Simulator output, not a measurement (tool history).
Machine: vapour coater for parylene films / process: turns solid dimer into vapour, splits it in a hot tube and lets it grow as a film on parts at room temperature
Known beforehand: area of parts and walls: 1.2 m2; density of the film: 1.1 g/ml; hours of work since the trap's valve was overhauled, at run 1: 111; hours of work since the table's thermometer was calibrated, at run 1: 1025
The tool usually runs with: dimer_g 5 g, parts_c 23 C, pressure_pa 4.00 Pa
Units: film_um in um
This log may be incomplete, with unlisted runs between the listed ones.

run   hour  dimer_g  parts_c  pressure_pa  hours of work since the trap's valve was overhauled  hours of work since the table's thermometer was calibrated  film_um
  1    0.0        5       23         4.00                                                  111                                                        1025     2.31
  2   43.7        5       23         4.00                                                  135                                                        1049     2.24
  3   66.1        5       23         4.00                                                  148                                                        1062     2.26
  4  100.3        5       23         4.00                                                  167                                                        1082     2.25
  5  120.3        5       23         4.00                                                  179                                                        1093     2.21
  6  152.0        5       23         4.00                                                  197                                                        1111     2.18
  7  179.7        5       23         4.00                                                  212                                                        1127     2.20
  8  212.1        5       19         4.00                                                  231                                                        1145     2.61
  9  235.1        5       30         4.00                                                  244                                                        1158     1.62
 10  257.9        3       23         4.00                                                  257                                                        1171     1.33
 11  291.7        3       23         4.00                                                  276                                                        1190     1.31
 12  321.1        3       23         4.00                                                  293                                                        1207     1.28
 13  342.9        5       23         4.41                                                  305                                                        1219     2.09
 14  375.2        5       23         5.47                                                  323                                                        1237     1.98
 15  411.8        5       23         4.00                                                  344                                                        1258     2.11
 16  447.3        5       23         4.00                                                  364                                                        1278     2.11
 17  476.2        5       33         4.00                                                  381                                                        1295     1.34
 18  519.8        5       33         4.00                                                  405                                                        1319     1.30
 19  553.8        3       33         4.00                                                  425                                                        1339     0.79
 20  584.8        3       18         3.78                                                  442                                                        1356     1.58
     592.2  -- trap's valve overhauled
 21  615.8        6       19        10.76                                                   13                                                        1372     2.29
 22  634.2        5       23         2.85                                                   24                                                        1382     2.01
 23  670.2        5       20         8.14                                                   44                                                        1402     1.89
 24  689.9        4       23         2.64                                                   55                                                        1414     1.57

Run 25, settings as shown, results not yet in. Your forecast:
 25  722.9        4       23         2.64                                                   74                                                        1432        ?

Run 25 gave film_um 1.56 um.
With no hidden state in the tool, this same run would have given film_um 2.01 um.

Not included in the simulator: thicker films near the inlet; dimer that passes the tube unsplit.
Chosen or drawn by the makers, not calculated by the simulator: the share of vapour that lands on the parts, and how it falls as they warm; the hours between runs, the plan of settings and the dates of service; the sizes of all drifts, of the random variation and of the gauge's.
